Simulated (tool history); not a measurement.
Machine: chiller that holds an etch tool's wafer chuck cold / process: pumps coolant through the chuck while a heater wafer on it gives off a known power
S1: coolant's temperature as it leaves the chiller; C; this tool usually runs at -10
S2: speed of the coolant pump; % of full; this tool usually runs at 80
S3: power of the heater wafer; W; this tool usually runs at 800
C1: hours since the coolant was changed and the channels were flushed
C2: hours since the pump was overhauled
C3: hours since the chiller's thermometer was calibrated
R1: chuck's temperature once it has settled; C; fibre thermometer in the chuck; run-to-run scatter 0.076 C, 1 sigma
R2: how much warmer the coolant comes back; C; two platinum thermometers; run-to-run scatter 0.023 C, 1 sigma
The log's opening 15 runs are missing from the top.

{"run": 16, "hour": 1605.9, "S1": -10, "S2": 80, "S3": 800, "C1": 4780, "C2": 288, "C3": 4841, "R1": -4.15, "R2": 2.66}
{"run": 17, "hour": 1726.8, "S1": -10, "S2": 65, "S3": 490, "C1": 4901, "C2": 409, "C3": 4962, "R1": -5.95, "R2": 2.03}
{"run": 18, "hour": 1787.8, "S1": -10, "S2": 91, "S3": 800, "C1": 4962, "C2": 470, "C3": 5023, "R1": -4.65, "R2": 2.4}
{"run": 19, "hour": 1927.4, "S1": -1, "S2": 61, "S3": 417, "C1": 5101, "C2": 609, "C3": 5163, "R1": 2.63, "R2": 1.82}
{"hour": 1941.0, "done": "chiller's thermometer calibrated"}
{"run": 20, "hour": 1992.9, "S1": -15, "S2": 84, "S3": 473, "C1": 5166, "C2": 674, "C3": 52, "R1": -11.39, "R2": 1.49}
{"run": 21, "hour": 2099.7, "S1": -15, "S2": 84, "S3": 473, "C1": 5272, "C2": 780, "C3": 159, "R1": -11.39, "R2": 1.47}
{"hour": 2141.9, "done": "coolant changed, channels flushed"}
{"run": 22, "hour": 2180.0, "S1": -11, "S2": 68, "S3": 512, "C1": 38, "C2": 855, "C3": 233, "R1": -7.03, "R2": 1.99}
{"run": 23, "hour": 2245.5, "S1": -18, "S2": 62, "S3": 800, "C1": 104, "C2": 920, "C3": 299, "R1": -11.35, "R2": 3.44}
{"run": 24, "hour": 2375.3, "S1": -18, "S2": 62, "S3": 800, "C1": 233, "C2": 1050, "C3": 428, "R1": -11.3, "R2": 3.49}
{"run": 25, "hour": 2505.9, "S1": -7, "S2": 62, "S3": 652, "C1": 364, "C2": 1181, "C3": 559, "R1": -1.5, "R2": 2.83}
{"run": 26, "hour": 2604.5, "S1": -7, "S2": 62, "S3": 652, "C1": 463, "C2": 1279, "C3": 658, "R1": -1.42, "R2": 2.83}
{"run": 27, "hour": 2729.8, "S1": -7, "S2": 62, "S3": 652, "C1": 588, "C2": 1405, "C3": 783, "R1": -1.53, "R2": 2.82}
{"run": 28, "hour": 2849.7, "S1": -17, "S2": 80, "S3": 800, "C1": 708, "C2": 1524, "C3": 903, "R1": -11.58, "R2": 2.73}
{"run": 29, "hour": 2919.4, "S1": -17, "S2": 80, "S3": 800, "C1": 777, "C2": 1594, "C3": 972, "R1": -11.38, "R2": 2.74}
{"run": 30, "hour": 3026.9, "S1": -17, "S2": 80, "S3": 800, "C1": 885, "C2": 1702, "C3": 1080, "R1": -11.51, "R2": 2.77}
{"run": 31, "hour": 3152.2, "S1": -17, "S2": 99, "S3": 439, "C1": 1010, "C2": 1827, "C3": 1205, "R1": -14.41, "R2": 1.23}

3 options for the next run, each taken on its own from the tool as it stands now. Forecast them:
{"run": "A", "hour": 3294.1, "S1": -18, "S2": 99, "S3": 687, "C1": 1152, "C2": 1969, "C3": 1347, "R1": "?", "R2": "?"}
{"run": "B", "hour": 3294.1, "S1": -10, "S2": 63, "S3": 800, "C1": 1152, "C2": 1969, "C3": 1347, "R1": "?", "R2": "?"}
{"run": "C", "hour": 3294.1, "S1": -10, "S2": 75, "S3": 614, "C1": 1152, "C2": 1969, "C3": 1347, "R1": "?", "R2": "?"}

run=A R1=-13.86 R2=1.94
run=B R1=-3.20 R2=3.48
run=C R1=-5.59 R2=2.26
Take away the tool's hidden state, keep each run's random variation, and the runs would have read:
run=A R1=-14.09 R2=1.86
run=B R1=-3.60 R2=3.33
run=C R1=-5.84 R2=2.16
